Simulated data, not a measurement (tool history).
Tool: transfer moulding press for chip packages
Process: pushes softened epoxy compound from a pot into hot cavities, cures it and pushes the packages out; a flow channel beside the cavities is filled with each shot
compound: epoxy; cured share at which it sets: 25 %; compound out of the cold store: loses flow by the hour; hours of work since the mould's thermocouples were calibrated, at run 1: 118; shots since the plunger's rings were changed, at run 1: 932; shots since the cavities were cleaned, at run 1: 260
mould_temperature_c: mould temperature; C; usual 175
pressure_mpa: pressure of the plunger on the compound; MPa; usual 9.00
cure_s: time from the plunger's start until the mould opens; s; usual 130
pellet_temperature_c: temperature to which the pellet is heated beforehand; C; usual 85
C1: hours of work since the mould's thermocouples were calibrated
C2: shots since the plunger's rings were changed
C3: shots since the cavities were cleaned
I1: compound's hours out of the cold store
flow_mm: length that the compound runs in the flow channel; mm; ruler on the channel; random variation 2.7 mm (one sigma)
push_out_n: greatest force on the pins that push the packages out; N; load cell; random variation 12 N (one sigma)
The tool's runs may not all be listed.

{"run": 1, "hour": 0.0, "mould_temperature_c": 175, "pressure_mpa": 9.0, "cure_s": 130, "pellet_temperature_c": 85, "C1": 118, "C2": 932, "C3": 260, "I1": 19.6, "flow_mm": 668, "push_out_n": 785}
{"run": 2, "hour": 54.1, "mould_temperature_c": 175, "pressure_mpa": 9.0, "cure_s": 130, "pellet_temperature_c": 85, "C1": 141, "C2": 1240, "C3": 568, "I1": 28.6, "flow_mm": 638, "push_out_n": 915}
{"run": 3, "hour": 93.6, "mould_temperature_c": 175, "pressure_mpa": 9.0, "cure_s": 130, "pellet_temperature_c": 85, "C1": 157, "C2": 1465, "C3": 793, "I1": 20.0, "flow_mm": 663, "push_out_n": 986}
{"hour": 113.5, "done": "cavities cleaned with cleaning compound and waxed"}
{"run": 4, "hour": 146.1, "mould_temperature_c": 175, "pressure_mpa": 7.7, "cure_s": 130, "pellet_temperature_c": 85, "C1": 178, "C2": 1755, "C3": 186, "I1": 19.8, "flow_mm": 612, "push_out_n": 714}
{"run": 5, "hour": 229.9, "mould_temperature_c": 175, "pressure_mpa": 7.7, "cure_s": 130, "pellet_temperature_c": 85, "C1": 214, "C2": 2232, "C3": 663, "I1": 18.3, "flow_mm": 609, "push_out_n": 961}
{"hour": 276.4, "done": "cavities cleaned with cleaning compound and waxed"}
{"run": 6, "hour": 319.7, "mould_temperature_c": 175, "pressure_mpa": 7.7, "cure_s": 130, "pellet_temperature_c": 85, "C1": 251, "C2": 2734, "C3": 246, "I1": 34.0, "flow_mm": 554, "push_out_n": 761}
{"run": 7, "hour": 390.0, "mould_temperature_c": 175, "pressure_mpa": 9.0, "cure_s": 130, "pellet_temperature_c": 88, "C1": 280, "C2": 3135, "C3": 647, "I1": 39.4, "flow_mm": 577, "push_out_n": 869}
{"hour": 432.4, "done": "plunger's sealing rings changed"}
{"hour": 442.2, "done": "cavities cleaned with cleaning compound and waxed"}
{"run": 8, "hour": 467.5, "mould_temperature_c": 175, "pressure_mpa": 9.0, "cure_s": 130, "pellet_temperature_c": 88, "C1": 311, "C2": 192, "C3": 144, "I1": 36.5, "flow_mm": 618, "push_out_n": 648}
{"run": 9, "hour": 553.9, "mould_temperature_c": 175, "pressure_mpa": 9.0, "cure_s": 130, "pellet_temperature_c": 88, "C1": 347, "C2": 683, "C3": 635, "I1": 43.8, "flow_mm": 591, "push_out_n": 866}
{"hour": 606.6, "done": "cavities cleaned with cleaning compound and waxed"}
{"run": 10, "hour": 640.5, "mould_temperature_c": 175, "pressure_mpa": 9.0, "cure_s": 130, "pellet_temperature_c": 85, "C1": 383, "C2": 1167, "C3": 192, "I1": 16.9, "flow_mm": 677, "push_out_n": 692}
{"run": 11, "hour": 679.8, "mould_temperature_c": 175, "pressure_mpa": 7.31, "cure_s": 130, "pellet_temperature_c": 85, "C1": 399, "C2": 1391, "C3": 416, "I1": 34.7, "flow_mm": 551, "push_out_n": 805}
{"run": 12, "hour": 731.3, "mould_temperature_c": 175, "pressure_mpa": 7.31, "cure_s": 130, "pellet_temperature_c": 85, "C1": 421, "C2": 1685, "C3": 710, "I1": 34.4, "flow_mm": 549, "push_out_n": 896}
{"hour": 766.9, "done": "cavities cleaned with cleaning compound and waxed"}
{"run": 13, "hour": 805.3, "mould_temperature_c": 175, "pressure_mpa": 7.31, "cure_s": 130, "pellet_temperature_c": 85, "C1": 451, "C2": 2097, "C3": 218, "I1": 33.6, "flow_mm": 550, "push_out_n": 701}
{"hour": 815.0, "done": "mould's thermocouples calibrated"}
{"run": 14, "hour": 874.9, "mould_temperature_c": 175, "pressure_mpa": 9.0, "cure_s": 161, "pellet_temperature_c": 85, "C1": 25, "C2": 2482, "C3": 603, "I1": 15.2, "flow_mm": 665, "push_out_n": 760}
{"hour": 929.8, "done": "cavities cleaned with cleaning compound and waxed"}
{"run": 15, "hour": 955.5, "mould_temperature_c": 175, "pressure_mpa": 9.0, "cure_s": 161, "pellet_temperature_c": 85, "C1": 58, "C2": 2932, "C3": 146, "I1": 35.7, "flow_mm": 596, "push_out_n": 551}
{"run": 16, "hour": 1021.0, "mould_temperature_c": 175, "pressure_mpa": 6.91, "cure_s": 124, "pellet_temperature_c": 85, "C1": 86, "C2": 3306, "C3": 520, "I1": 48.0, "flow_mm": 488, "push_out_n": 926}
{"hour": 1037.6, "done": "plunger's sealing rings changed"}
{"hour": 1094.2, "done": "cavities cleaned with cleaning compound and waxed"}
{"run": 17, "hour": 1113.8, "mould_temperature_c": 175, "pressure_mpa": 9.0, "cure_s": 147, "pellet_temperature_c": 76, "C1": 123, "C2": 425, "C3": 111, "I1": 14.3, "flow_mm": 694, "push_out_n": 567}
{"run": 18, "hour": 1188.9, "mould_temperature_c": 182, "pressure_mpa": 9.0, "cure_s": 130, "pellet_temperature_c": 85, "C1": 154, "C2": 853, "C3": 539, "I1": 35.8, "flow_mm": 596, "push_out_n": 700}
{"run": 19, "hour": 1229.7, "mould_temperature_c": 176, "pressure_mpa": 9.15, "cure_s": 148, "pellet_temperature_c": 75, "C1": 171, "C2": 1085, "C3": 771, "I1": 44.6, "flow_mm": 587, "push_out_n": 795}
{"hour": 1254.0, "done": "cavities cleaned with cleaning compound and waxed"}
{"run": 20, "hour": 1303.5, "mould_temperature_c": 175, "pressure_mpa": 8.52, "cure_s": 130, "pellet_temperature_c": 85, "C1": 202, "C2": 1497, "C3": 282, "I1": 22.0, "flow_mm": 639, "push_out_n": 765}
{"run": 21, "hour": 1382.3, "mould_temperature_c": 179, "pressure_mpa": 8.52, "cure_s": 130, "pellet_temperature_c": 85, "C1": 235, "C2": 1945, "C3": 730, "I1": 25.4, "flow_mm": 613, "push_out_n": 782}
{"hour": 1419.1, "done": "cavities cleaned with cleaning compound and waxed"}
{"run": 22, "hour": 1444.7, "mould_temperature_c": 179, "pressure_mpa": 8.52, "cure_s": 130, "pellet_temperature_c": 85, "C1": 260, "C2": 2292, "C3": 146, "I1": 21.4, "flow_mm": 618, "push_out_n": 559}
{"run": 23, "hour": 1519.7, "mould_temperature_c": 174, "pressure_mpa": 9.0, "cure_s": 120, "pellet_temperature_c": 85, "C1": 292, "C2": 2718, "C3": 572, "I1": 43.2, "flow_mm": 577, "push_out_n": 1054}
{"hour": 1583.0, "done": "cavities cleaned with cleaning compound and waxed"}
{"run": 24, "hour": 1594.1, "mould_temperature_c": 175, "pressure_mpa": 7.93, "cure_s": 114, "pellet_temperature_c": 78, "C1": 322, "C2": 3134, "C3": 63, "I1": 46.5, "flow_mm": 524, "push_out_n": 706}
{"hour": 1638.7, "done": "plunger's sealing rings changed"}
{"run": 25, "hour": 1642.0, "mould_temperature_c": 175, "pressure_mpa": 9.0, "cure_s": 125, "pellet_temperature_c": 87, "C1": 341, "C2": 18, "C3": 321, "I1": 18.2, "flow_mm": 687, "push_out_n": 821}
{"run": 26, "hour": 1684.7, "mould_temperature_c": 175, "pressure_mpa": 9.0, "cure_s": 125, "pellet_temperature_c": 87, "C1": 359, "C2": 261, "C3": 564, "I1": 28.7, "flow_mm": 642, "push_out_n": 920}
{"run": 27, "hour": 1732.5, "mould_temperature_c": 175, "pressure_mpa": 9.0, "cure_s": 125, "pellet_temperature_c": 87, "C1": 379, "C2": 533, "C3": 836, "I1": 43.1, "flow_mm": 595, "push_out_n": 982}
{"hour": 1746.8, "done": "cavities cleaned with cleaning compound and waxed"}
{"run": 28, "hour": 1770.3, "mould_temperature_c": 175, "pressure_mpa": 9.0, "cure_s": 110, "pellet_temperature_c": 87, "C1": 394, "C2": 740, "C3": 134, "I1": 36.0, "flow_mm": 612, "push_out_n": 889}

Forecast each of these 4 alternatives for the next run:
{"run": "A", "hour": 1831.5, "mould_temperature_c": 179, "pressure_mpa": 9.0, "cure_s": 140, "pellet_temperature_c": 83, "C1": 420, "C2": 1089, "C3": 483, "I1": 28.3, "flow_mm": "?", "push_out_n": "?"}
{"run": "B", "hour": 1831.5, "mould_temperature_c": 169, "pressure_mpa": 9.0, "cure_s": 130, "pellet_temperature_c": 85, "C1": 420, "C2": 1089, "C3": 483, "I1": 46.5, "flow_mm": "?", "push_out_n": "?"}
{"run": "C", "hour": 1831.5, "mould_temperature_c": 175, "pressure_mpa": 10.86, "cure_s": 110, "pellet_temperature_c": 87, "C1": 420, "C2": 1089, "C3": 483, "I1": 14.5, "flow_mm": "?", "push_out_n": "?"}
{"run": "D", "hour": 1831.5, "mould_temperature_c": 175, "pressure_mpa": 10.39, "cure_s": 110, "pellet_temperature_c": 87, "C1": 420, "C2": 1089, "C3": 483, "I1": 8.4, "flow_mm": "?", "push_out_n": "?"}

run=A flow_mm=623 push_out_n=714
run=B flow_mm=596 push_out_n=1185
run=C flow_mm=753 push_out_n=1174
run=D flow_mm=757 push_out_n=1224
Without the tool's hidden state the same runs would have given:
run=A flow_mm=640 push_out_n=438
run=B flow_mm=612 push_out_n=757
run=C flow_mm=773 push_out_n=753
run=D flow_mm=778 push_out_n=783

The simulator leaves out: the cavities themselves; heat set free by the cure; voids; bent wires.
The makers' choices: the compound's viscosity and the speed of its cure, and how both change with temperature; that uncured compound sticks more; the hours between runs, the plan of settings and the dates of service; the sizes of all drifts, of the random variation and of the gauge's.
